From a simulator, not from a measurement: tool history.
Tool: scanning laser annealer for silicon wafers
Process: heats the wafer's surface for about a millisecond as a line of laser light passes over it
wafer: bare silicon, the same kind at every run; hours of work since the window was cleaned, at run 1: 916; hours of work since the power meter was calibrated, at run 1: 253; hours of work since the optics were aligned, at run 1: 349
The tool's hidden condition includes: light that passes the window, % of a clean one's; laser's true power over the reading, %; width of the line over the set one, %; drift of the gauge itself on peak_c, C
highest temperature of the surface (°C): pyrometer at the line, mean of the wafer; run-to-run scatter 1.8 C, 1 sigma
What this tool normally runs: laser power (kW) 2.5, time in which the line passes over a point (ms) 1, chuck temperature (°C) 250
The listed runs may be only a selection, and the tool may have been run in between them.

run,hour,laser power (kW),time in which the line passes over a point (ms),chuck temperature (°C),hours of work since the window was cleaned,hours of work since the power meter was calibrated,hours of work since the optics were aligned,highest temperature of the surface (°C)
1,0,2.5,1,250,916,253,349,950
# hour 38.1: window over the wafer cleaned
2,42.7,2.5,1,250,3,277,373,988
3,74.2,2.5,1,263,22,296,392,1002
4,114.8,2.5,1,263,46,320,416,999
5,162.3,2.5,1,263,74,349,445,1000
6,192.6,2.5,1,263,92,367,463,996
7,222.6,2.5,0.77,263,110,385,481,894
8,257.3,2.442,1.25,250,131,405,501,1069
9,290.4,2.5,0.96,250,151,425,521,966
10,332,2.177,0.74,230,175,450,546,765
11,382.3,2.177,0.74,230,205,480,576,761
12,420,2.177,0.74,230,228,502,598,762

Branching from run 12: 5 alternative next runs. What would each branch give?
A,472.8,2.177,1.19,230,259,534,630,?
B,472.8,2.403,1,250,259,534,630,?
C,472.8,2.177,1.23,230,259,534,630,?
D,472.8,2.525,1.17,230,259,534,630,?
E,472.8,2.5,0.95,234,259,534,630,?

run,highest temperature of the surface (°C)
A,933
B,948
C,947
D,1036
E,939
Without the tool's unlogged condition, the same runs would have read:
run,highest temperature of the surface (°C)
A,950
B,964
C,965
D,1056
E,956
